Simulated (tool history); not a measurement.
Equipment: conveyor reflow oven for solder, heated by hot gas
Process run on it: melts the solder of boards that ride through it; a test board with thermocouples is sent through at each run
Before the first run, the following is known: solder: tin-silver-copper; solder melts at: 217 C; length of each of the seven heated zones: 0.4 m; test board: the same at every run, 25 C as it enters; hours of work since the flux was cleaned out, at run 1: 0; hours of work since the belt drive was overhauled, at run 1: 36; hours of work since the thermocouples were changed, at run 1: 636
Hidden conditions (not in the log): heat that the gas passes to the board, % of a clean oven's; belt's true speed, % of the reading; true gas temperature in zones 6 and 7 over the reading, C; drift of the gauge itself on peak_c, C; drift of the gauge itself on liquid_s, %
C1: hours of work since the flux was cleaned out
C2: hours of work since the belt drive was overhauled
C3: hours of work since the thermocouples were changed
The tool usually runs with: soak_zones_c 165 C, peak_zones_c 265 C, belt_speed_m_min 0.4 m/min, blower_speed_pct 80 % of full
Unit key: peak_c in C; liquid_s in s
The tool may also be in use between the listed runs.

{"run": 1, "hour": 0.0, "soak_zones_c": 165, "peak_zones_c": 265, "belt_speed_m_min": 0.4, "blower_speed_pct": 80, "C1": 0, "C2": 36, "C3": 636, "peak_c": 250.9, "liquid_s": 84}
{"run": 2, "hour": 19.3, "soak_zones_c": 165, "peak_zones_c": 265, "belt_speed_m_min": 0.4, "blower_speed_pct": 80, "C1": 9, "C2": 45, "C3": 645, "peak_c": 250.8, "liquid_s": 83.4}
{"run": 3, "hour": 28.8, "soak_zones_c": 174, "peak_zones_c": 265, "belt_speed_m_min": 0.4, "blower_speed_pct": 80, "C1": 13, "C2": 49, "C3": 650, "peak_c": 252.5, "liquid_s": 90.1}
{"run": 4, "hour": 37.9, "soak_zones_c": 174, "peak_zones_c": 265, "belt_speed_m_min": 0.4, "blower_speed_pct": 80, "C1": 18, "C2": 53, "C3": 654, "peak_c": 252, "liquid_s": 89.9}
{"run": 5, "hour": 55.5, "soak_zones_c": 174, "peak_zones_c": 265, "belt_speed_m_min": 0.4, "blower_speed_pct": 80, "C1": 26, "C2": 62, "C3": 662, "peak_c": 252.2, "liquid_s": 90}
{"run": 6, "hour": 72.2, "soak_zones_c": 174, "peak_zones_c": 265, "belt_speed_m_min": 0.4, "blower_speed_pct": 80, "C1": 33, "C2": 69, "C3": 670, "peak_c": 252.2, "liquid_s": 89.9}
{"run": 7, "hour": 89.6, "soak_zones_c": 174, "peak_zones_c": 265, "belt_speed_m_min": 0.4, "blower_speed_pct": 80, "C1": 42, "C2": 77, "C3": 678, "peak_c": 252.1, "liquid_s": 90.1}
{"run": 8, "hour": 104.3, "soak_zones_c": 174, "peak_zones_c": 265, "belt_speed_m_min": 0.4, "blower_speed_pct": 80, "C1": 48, "C2": 84, "C3": 685, "peak_c": 252.2, "liquid_s": 90.4}
{"run": 9, "hour": 115.1, "soak_zones_c": 165, "peak_zones_c": 265, "belt_speed_m_min": 0.4, "blower_speed_pct": 80, "C1": 53, "C2": 89, "C3": 690, "peak_c": 250.8, "liquid_s": 83.7}
{"run": 10, "hour": 129.1, "soak_zones_c": 165, "peak_zones_c": 265, "belt_speed_m_min": 0.4, "blower_speed_pct": 80, "C1": 60, "C2": 96, "C3": 696, "peak_c": 251, "liquid_s": 83.5}
{"run": 11, "hour": 148.0, "soak_zones_c": 165, "peak_zones_c": 265, "belt_speed_m_min": 0.4, "blower_speed_pct": 80, "C1": 69, "C2": 104, "C3": 705, "peak_c": 250.8, "liquid_s": 83.3}
{"run": 12, "hour": 168.0, "soak_zones_c": 165, "peak_zones_c": 265, "belt_speed_m_min": 0.4, "blower_speed_pct": 80, "C1": 78, "C2": 114, "C3": 714, "peak_c": 250.7, "liquid_s": 83.2}
{"run": 13, "hour": 182.2, "soak_zones_c": 165, "peak_zones_c": 265, "belt_speed_m_min": 0.356, "blower_speed_pct": 80, "C1": 84, "C2": 120, "C3": 721, "peak_c": 254.3, "liquid_s": 100.3}
{"hour": 189.0, "done": "flux residue cleaned out of gas plates and filters"}
{"run": 14, "hour": 208.0, "soak_zones_c": 162, "peak_zones_c": 261, "belt_speed_m_min": 0.382, "blower_speed_pct": 80, "C1": 9, "C2": 130, "C3": 730, "peak_c": 248.1, "liquid_s": 83}
{"run": 15, "hour": 219.2, "soak_zones_c": 169, "peak_zones_c": 254, "belt_speed_m_min": 0.407, "blower_speed_pct": 63, "C1": 14, "C2": 135, "C3": 735, "peak_c": 238, "liquid_s": 64.2}
{"run": 16, "hour": 240.7, "soak_zones_c": 165, "peak_zones_c": 258, "belt_speed_m_min": 0.443, "blower_speed_pct": 80, "C1": 24, "C2": 145, "C3": 745, "peak_c": 241, "liquid_s": 61.1}
{"run": 17, "hour": 250.6, "soak_zones_c": 165, "peak_zones_c": 265, "belt_speed_m_min": 0.433, "blower_speed_pct": 80, "C1": 28, "C2": 150, "C3": 750, "peak_c": 247.6, "liquid_s": 72.4}
{"run": 18, "hour": 261.9, "soak_zones_c": 162, "peak_zones_c": 265, "belt_speed_m_min": 0.433, "blower_speed_pct": 53, "C1": 34, "C2": 155, "C3": 755, "peak_c": 240.4, "liquid_s": 58.5}
{"run": 19, "hour": 282.9, "soak_zones_c": 150, "peak_zones_c": 269, "belt_speed_m_min": 0.323, "blower_speed_pct": 53, "C1": 43, "C2": 165, "C3": 765, "peak_c": 253.3, "liquid_s": 99.4}
{"hour": 297.2, "done": "flux residue cleaned out of gas plates and filters, once more"}
{"run": 20, "hour": 306.4, "soak_zones_c": 165, "peak_zones_c": 265, "belt_speed_m_min": 0.334, "blower_speed_pct": 80, "C1": 4, "C2": 173, "C3": 773, "peak_c": 256.6, "liquid_s": 110.9}

Run 21 comes next. What will it give?
{"run": 21, "hour": 316.4, "soak_zones_c": 165, "peak_zones_c": 265, "belt_speed_m_min": 0.334, "blower_speed_pct": 80, "C1": 9, "C2": 178, "C3": 778, "peak_c": "?", "liquid_s": "?"}

Run 21 came out at peak_c 256.6 C, liquid_s 110.7 s.
Minus the tool's unlogged condition, the same run would have read peak_c 254.2 C, liquid_s 107.7 s.
